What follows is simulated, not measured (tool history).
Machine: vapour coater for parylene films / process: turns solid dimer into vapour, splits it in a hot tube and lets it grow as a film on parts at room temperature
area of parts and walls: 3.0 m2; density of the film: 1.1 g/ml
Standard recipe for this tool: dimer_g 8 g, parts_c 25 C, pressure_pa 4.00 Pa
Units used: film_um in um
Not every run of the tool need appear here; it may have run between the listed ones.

{"run": 1, "day": 0.0, "dimer_g": 8, "parts_c": 25, "pressure_pa": 4.0, "film_um": 1.09}
{"run": 2, "day": 1.35, "dimer_g": 8, "parts_c": 25, "pressure_pa": 4.0, "film_um": 1.12}
{"run": 3, "day": 3.129, "dimer_g": 8, "parts_c": 25, "pressure_pa": 4.0, "film_um": 1.14}
{"run": 4, "day": 5.138, "dimer_g": 8, "parts_c": 25, "pressure_pa": 9.0, "film_um": 1.0}
{"run": 5, "day": 6.5, "dimer_g": 8, "parts_c": 25, "pressure_pa": 9.0, "film_um": 0.99}
{"run": 6, "day": 8.404, "dimer_g": 8, "parts_c": 22, "pressure_pa": 4.0, "film_um": 1.2}
{"run": 7, "day": 10.425, "dimer_g": 8, "parts_c": 28, "pressure_pa": 4.0, "film_um": 0.97}
{"run": 8, "day": 12.371, "dimer_g": 8, "parts_c": 28, "pressure_pa": 4.0, "film_um": 0.97}
{"day": 12.954, "done": "trap's valve overhauled"}
{"run": 9, "day": 14.354, "dimer_g": 8, "parts_c": 29, "pressure_pa": 4.0, "film_um": 0.98}
{"run": 10, "day": 15.504, "dimer_g": 8, "parts_c": 29, "pressure_pa": 4.0, "film_um": 0.99}
{"run": 11, "day": 17.179, "dimer_g": 8, "parts_c": 20, "pressure_pa": 4.0, "film_um": 1.34}
{"run": 12, "day": 18.608, "dimer_g": 8, "parts_c": 20, "pressure_pa": 4.0, "film_um": 1.37}
{"run": 13, "day": 20.425, "dimer_g": 8, "parts_c": 20, "pressure_pa": 4.0, "film_um": 1.32}
{"run": 14, "day": 21.638, "dimer_g": 8, "parts_c": 20, "pressure_pa": 4.0, "film_um": 1.33}
{"run": 15, "day": 23.067, "dimer_g": 8, "parts_c": 20, "pressure_pa": 2.7, "film_um": 1.41}
{"run": 16, "day": 24.475, "dimer_g": 11, "parts_c": 25, "pressure_pa": 4.0, "film_um": 1.54}
{"run": 17, "day": 25.546, "dimer_g": 8, "parts_c": 27, "pressure_pa": 3.4, "film_um": 1.06}
{"run": 18, "day": 26.771, "dimer_g": 5, "parts_c": 29, "pressure_pa": 2.73, "film_um": 0.61}
{"run": 19, "day": 27.854, "dimer_g": 5, "parts_c": 29, "pressure_pa": 2.73, "film_um": 0.62}
{"run": 20, "day": 28.792, "dimer_g": 5, "parts_c": 29, "pressure_pa": 2.73, "film_um": 0.61}
{"run": 21, "day": 29.988, "dimer_g": 8, "parts_c": 26, "pressure_pa": 4.0, "film_um": 1.0}
{"run": 22, "day": 31.283, "dimer_g": 8, "parts_c": 26, "pressure_pa": 4.0, "film_um": 1.02}
{"day": 33.138, "done": "trap's valve overhauled"}
{"run": 23, "day": 33.396, "dimer_g": 3, "parts_c": 32, "pressure_pa": 4.0, "film_um": 0.35}
{"run": 24, "day": 34.75, "dimer_g": 7, "parts_c": 31, "pressure_pa": 2.63, "film_um": 0.81}
{"run": 25, "day": 36.229, "dimer_g": 7, "parts_c": 31, "pressure_pa": 2.63, "film_um": 0.84}
{"run": 26, "day": 37.933, "dimer_g": 5, "parts_c": 31, "pressure_pa": 2.63, "film_um": 0.6}
{"run": 27, "day": 39.883, "dimer_g": 5, "parts_c": 31, "pressure_pa": 2.63, "film_um": 0.59}
{"run": 28, "day": 41.412, "dimer_g": 5, "parts_c": 18, "pressure_pa": 5.72, "film_um": 0.85}
{"run": 29, "day": 42.346, "dimer_g": 5, "parts_c": 18, "pressure_pa": 5.72, "film_um": 0.88}

Predict each of these 4 candidate next runs independently; none follows another, all start after run 29:
{"run": "A", "day": 43.792, "dimer_g": 6, "parts_c": 25, "pressure_pa": 10.62, "film_um": "?"}
{"run": "B", "day": 43.792, "dimer_g": 8, "parts_c": 24, "pressure_pa": 4.0, "film_um": "?"}
{"run": "C", "day": 43.792, "dimer_g": 5, "parts_c": 37, "pressure_pa": 5.72, "film_um": "?"}
{"run": "D", "day": 43.792, "dimer_g": 8, "parts_c": 25, "pressure_pa": 6.71, "film_um": "?"}

run=A film_um=0.72
run=B film_um=1.13
run=C film_um=0.42
run=D film_um=0.98
The same runs, with their run-to-run variation unchanged, on a tool lacking any hidden condition would have given:
run=A film_um=0.77
run=B film_um=1.21
run=C film_um=0.45
run=D film_um=1.06

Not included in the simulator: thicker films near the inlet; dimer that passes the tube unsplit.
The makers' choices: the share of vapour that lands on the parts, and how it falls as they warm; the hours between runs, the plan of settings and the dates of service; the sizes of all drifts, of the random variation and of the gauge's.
